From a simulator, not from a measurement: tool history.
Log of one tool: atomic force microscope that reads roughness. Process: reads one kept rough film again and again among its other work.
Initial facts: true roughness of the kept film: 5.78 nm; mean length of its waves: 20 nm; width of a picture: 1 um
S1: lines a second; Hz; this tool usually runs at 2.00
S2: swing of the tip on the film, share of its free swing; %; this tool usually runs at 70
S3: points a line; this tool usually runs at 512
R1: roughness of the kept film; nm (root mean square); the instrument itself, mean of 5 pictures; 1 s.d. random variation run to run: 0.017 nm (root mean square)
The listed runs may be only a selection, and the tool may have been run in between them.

run 1 hour=0.0 | S1=2.00 S2=70 S3=512 | R1=2.922
-- hour=26.0 new tip fitted
run 2 hour=42.1 | S1=2.00 S2=70 S3=512 | R1=3.223
-- hour=72.7 new tip fitted
run 3 hour=112.9 | S1=2.00 S2=70 S3=512 | R1=2.506
-- hour=118.0 new tip fitted
-- hour=162.2 new tip fitted
run 4 hour=187.6 | S1=1.67 S2=70 S3=512 | R1=2.942
-- hour=208.4 new tip fitted
run 5 hour=220.7 | S1=1.67 S2=70 S3=512 | R1=3.402
-- hour=252.3 new tip fitted
run 6 hour=275.1 | S1=0.59 S2=70 S3=512 | R1=3.201
-- hour=298.7 new tip fitted
run 7 hour=332.9 | S1=2.00 S2=70 S3=512 | R1=2.631
-- hour=344.3 new tip fitted
-- hour=392.2 new tip fitted
run 8 hour=398.7 | S1=2.00 S2=70 S3=512 | R1=3.631
-- hour=442.0 new tip fitted
run 9 hour=457.5 | S1=2.00 S2=70 S3=512 | R1=3.175
-- hour=490.7 new tip fitted
run 10 hour=490.8 | S1=1.70 S2=70 S3=276 | R1=4.036
-- hour=535.8 new tip fitted
run 11 hour=543.2 | S1=0.94 S2=64 S3=680 | R1=3.816
-- hour=583.0 new tip fitted
run 12 hour=611.5 | S1=1.45 S2=67 S3=320 | R1=2.933
-- hour=631.4 new tip fitted
run 13 hour=651.9 | S1=1.45 S2=67 S3=320 | R1=3.091
-- hour=675.2 new tip fitted
-- hour=719.9 new tip fitted
run 14 hour=720.6 | S1=1.45 S2=67 S3=320 | R1=4.124
-- hour=766.2 new tip fitted
run 15 hour=767.3 | S1=1.45 S2=67 S3=320 | R1=4.060
-- hour=811.5 new tip fitted
run 16 hour=844.4 | S1=1.45 S2=71 S3=734 | R1=2.661
-- hour=857.2 new tip fitted
run 17 hour=891.2 | S1=0.72 S2=70 S3=272 | R1=2.693
-- hour=901.7 new tip fitted
-- hour=949.8 new tip fitted
run 18 hour=949.8 | S1=1.31 S2=70 S3=272 | R1=4.065

Below, some changes in R1 between adjacent runs. For each, the amount present without the hidden state too (settings, incoming material, random variation) and the amount remaining for the hidden state with gauge scatter not shared by both compared results:
Hidden conditions of the tool in this case: radius of the tip, nm; height scale over the true one, %; drift of the gauge itself on roughness_nm, %.
Run 15 -> 16: S2 67 -> 71, S3 320 -> 734, new tip fitted. R1 -1.399 nm (root mean square): hidden state -1.397, all else -0.002.
Run 17 -> 18: S1 0.72 -> 1.31, new tip fitted, new tip fitted. R1 +1.372 nm (root mean square): hidden state +1.419, all else -0.047.

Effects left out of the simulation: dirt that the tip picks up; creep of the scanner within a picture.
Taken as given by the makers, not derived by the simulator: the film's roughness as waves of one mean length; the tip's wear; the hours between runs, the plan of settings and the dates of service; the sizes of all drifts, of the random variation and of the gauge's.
